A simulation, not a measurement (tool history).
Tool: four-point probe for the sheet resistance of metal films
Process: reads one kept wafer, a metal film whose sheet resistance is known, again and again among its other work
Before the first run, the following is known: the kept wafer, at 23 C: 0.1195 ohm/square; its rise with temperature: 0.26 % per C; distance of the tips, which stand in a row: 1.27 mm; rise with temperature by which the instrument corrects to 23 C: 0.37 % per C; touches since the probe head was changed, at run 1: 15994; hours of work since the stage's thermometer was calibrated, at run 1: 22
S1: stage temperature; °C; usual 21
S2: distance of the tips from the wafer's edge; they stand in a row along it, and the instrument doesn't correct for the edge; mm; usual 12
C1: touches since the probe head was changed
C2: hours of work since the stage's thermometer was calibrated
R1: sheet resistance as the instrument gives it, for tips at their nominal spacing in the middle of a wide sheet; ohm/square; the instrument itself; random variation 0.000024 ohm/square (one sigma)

run 1 hour=0 | S1=21 S2=12 | C1=15994 C2=22 | R1=0.12053
run 2 hour=28.6 | S1=21 S2=12 | C1=16970 C2=37 | R1=0.120538
run 3 hour=54.1 | S1=19 S2=12 | C1=17836 C2=50 | R1=0.120785
run 4 hour=91.3 | S1=24 S2=12 | C1=19105 C2=69 | R1=0.120029
run 5 hour=121.9 | S1=24 S2=12 | C1=20149 C2=85 | R1=0.1201
run 6 hour=149.8 | S1=21 S2=12 | C1=21101 C2=100 | R1=0.120474
run 7 hour=175.9 | S1=21 S2=12 | C1=21988 C2=113 | R1=0.120491
run 8 hour=193.2 | S1=21 S2=12 | C1=22581 C2=123 | R1=0.120488
run 9 hour=214.8 | S1=21 S2=12 | C1=23317 C2=134 | R1=0.120479
run 10 hour=231.8 | S1=21 S2=12 | C1=23894 C2=143 | R1=0.120502
run 11 hour=262.6 | S1=21 S2=12 | C1=24944 C2=159 | R1=0.120491
run 12 hour=280.1 | S1=27 S2=12 | C1=25543 C2=168 | R1=0.119675
run 13 hour=306 | S1=27 S2=12 | C1=26423 C2=181 | R1=0.119671
run 14 hour=326.9 | S1=27 S2=12 | C1=27138 C2=192 | R1=0.119712
run 15 hour=366.5 | S1=32 S2=26 | C1=28486 C2=213 | R1=0.118524
run 16 hour=402.4 | S1=26 S2=54 | C1=29711 C2=231 | R1=0.119176
run 17 hour=433.2 | S1=22 S2=14 | C1=30760 C2=247 | R1=0.12012
run 18 hour=455 | S1=22 S2=14 | C1=31503 C2=259 | R1=0.120199
run 19 hour=484.2 | S1=23 S2=31 | C1=32498 C2=274 | R1=0.119661
run 20 hour=512.7 | S1=21 S2=6 | C1=33470 C2=289 | R1=0.122558
run 21 hour=550 | S1=19 S2=4 | C1=34741 C2=308 | R1=0.126221
run 22 hour=587 | S1=22 S2=5 | C1=36002 C2=327 | R1=0.123665
run 23 hour=620.7 | S1=33 S2=31 | C1=37153 C2=345 | R1=0.118344
run 24 hour=643.7 | S1=30 S2=14 | C1=37937 C2=357 | R1=0.11911
run 25 hour=660.4 | S1=30 S2=14 | C1=38505 C2=365 | R1=0.119135
run 26 hour=691 | S1=30 S2=14 | C1=39546 C2=381 | R1=0.119169
run 27 hour=713.1 | S1=20 S2=4 | C1=40301 C2=393 | R1=0.126023

Below are 4 alternative next runs, each starting from the tool's condition after run 27. Predict each:
run A hour=731.6 | S1=20 S2=3 | C1=40933 C2=402 | R1=?
run B hour=731.6 | S1=29 S2=25 | C1=40933 C2=402 | R1=?
run C hour=731.6 | S1=28 S2=4 | C1=40933 C2=402 | R1=?
run D hour=731.6 | S1=20 S2=6 | C1=40933 C2=402 | R1=?

run=A R1=0.130362
run=B R1=0.118868
run=C R1=0.124971
run=D R1=0.122722
The same runs, with their run-to-run variation unchanged, on a tool lacking any hidden condition would have given:
run=A R1=0.130356
run=B R1=0.118863
run=C R1=0.124966
run=D R1=0.122717
